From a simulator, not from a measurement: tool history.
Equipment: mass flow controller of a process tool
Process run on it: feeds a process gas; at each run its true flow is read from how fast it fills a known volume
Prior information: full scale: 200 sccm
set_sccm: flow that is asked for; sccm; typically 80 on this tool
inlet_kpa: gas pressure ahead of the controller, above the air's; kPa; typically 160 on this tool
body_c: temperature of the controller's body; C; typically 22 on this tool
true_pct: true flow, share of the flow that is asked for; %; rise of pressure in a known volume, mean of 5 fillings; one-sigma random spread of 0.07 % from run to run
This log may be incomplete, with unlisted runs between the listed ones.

Run 1, hour 0: usual settings. Result: true_pct 98.11 %.
Run 2, hour 50.2: usual settings but inlet_kpa 238 kPa. Result: true_pct 97.83 %.
Run 3, hour 134.5: usual settings but set_sccm 134 sccm, inlet_kpa 238 kPa. Result: true_pct 98.48 %.
Run 4, hour 216.6: usual settings but body_c 33 C. Result: true_pct 98.88 %.
Run 5, hour 309.5: usual settings but set_sccm 30 sccm. Result: true_pct 98.23 %.
Run 6, hour 359.2: usual settings but set_sccm 30 sccm. Result: true_pct 98.24 %.
Run 7, hour 406.3: usual settings but set_sccm 24 sccm, inlet_kpa 185 kPa, body_c 31 C. Result: true_pct 98.7 %.
At hour 413.4: controller's zero set anew.
Run 8, hour 470: usual settings but set_sccm 24 sccm, inlet_kpa 185 kPa, body_c 31 C. Result: true_pct 99.87 %.
Run 9, hour 573.1: usual settings but inlet_kpa 217 kPa, body_c 40 C. Result: true_pct 99.31 %.
Run 10, hour 655.5: usual settings but inlet_kpa 227 kPa. Result: true_pct 98.14 %.
Run 11, hour 715.2: usual settings but inlet_kpa 227 kPa, body_c 34 C. Result: true_pct 98.81 %.
Run 12, hour 769.8: usual settings but inlet_kpa 227 kPa, body_c 34 C. Result: true_pct 98.92 %.

Below are 5 alternative next runs, each starting from the tool's condition after run 12. Predict each:
At hour 812.8: controller's zero set anew, once more.
Run A, hour 837.2: usual settings but set_sccm 188 sccm, inlet_kpa 156 kPa, body_c 36 C. Result: true_pct ?.
At hour 812.8: controller's zero set anew, once more.
Run B, hour 837.2: usual settings but inlet_kpa 171 kPa. Result: true_pct ?.
At hour 812.8: controller's zero set anew, once more.
Run C, hour 837.2: usual settings but set_sccm 150 sccm, inlet_kpa 227 kPa, body_c 26 C. Result: true_pct ?.
At hour 812.8: controller's zero set anew, once more.
Run D, hour 837.2: usual settings but set_sccm 157 sccm, inlet_kpa 208 kPa, body_c 34 C. Result: true_pct ?.
At hour 812.8: controller's zero set anew, once more.
Run E, hour 837.2: usual settings but set_sccm 36 sccm, inlet_kpa 249 kPa, body_c 36 C. Result: true_pct ?.

run  true_pct
  A    100.23
  B     97.73
  C     98.71
  D     99.31
  E     97.71
With the hidden condition removed and each run's random variation left untouched, the same runs would have given:
run  true_pct
  A    100.71
  B     98.15
  C     99.18
  D     99.78
  E     98.02

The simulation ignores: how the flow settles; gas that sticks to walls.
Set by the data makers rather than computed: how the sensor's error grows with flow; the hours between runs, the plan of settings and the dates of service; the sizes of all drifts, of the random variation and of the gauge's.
